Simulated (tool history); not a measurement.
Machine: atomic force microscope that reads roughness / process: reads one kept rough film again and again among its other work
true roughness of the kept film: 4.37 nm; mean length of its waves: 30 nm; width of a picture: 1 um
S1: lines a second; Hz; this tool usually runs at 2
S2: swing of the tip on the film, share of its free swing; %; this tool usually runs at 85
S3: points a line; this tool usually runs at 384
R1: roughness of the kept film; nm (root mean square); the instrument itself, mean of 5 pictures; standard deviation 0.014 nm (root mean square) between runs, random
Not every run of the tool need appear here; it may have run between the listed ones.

run   hour    S1  S2   S3     R1
  1      0     2  85  384  3.159
  2   12.2     2  85  384  3.125
  3     30     2  85  329  3.088
  4     51     2  85  303  3.036
      57.2  -- new tip fitted
  5   64.7     2  85  532  3.313
  6   91.8     2  85  532  3.247
  7  109.9     2  79  384  3.332
  8  134.3  2.79  57  384  3.544
     137.3  -- height scale calibrated on a step standard
  9  152.2  2.79  57  384  3.492
 10  176.4  2.79  57  384  3.454
     180.2  -- new tip fitted
 11  197.6  2.79  57  384  3.719
 12  222.8  1.91  85  806  3.264

What if the next run were any one of these 3? Each begins from the tool's condition after run 12:
  A  249.9   0.9  72  806   ?
  B  249.9     2  83  384   ?
  C  249.9  1.91  85  377   ?

run     R1
  A  3.621
  B  3.204
  C  3.182
With the hidden condition removed and each run's random variation left untouched, the same runs would have given:
run     R1
  A   3.81
  B  3.372
  C  3.348
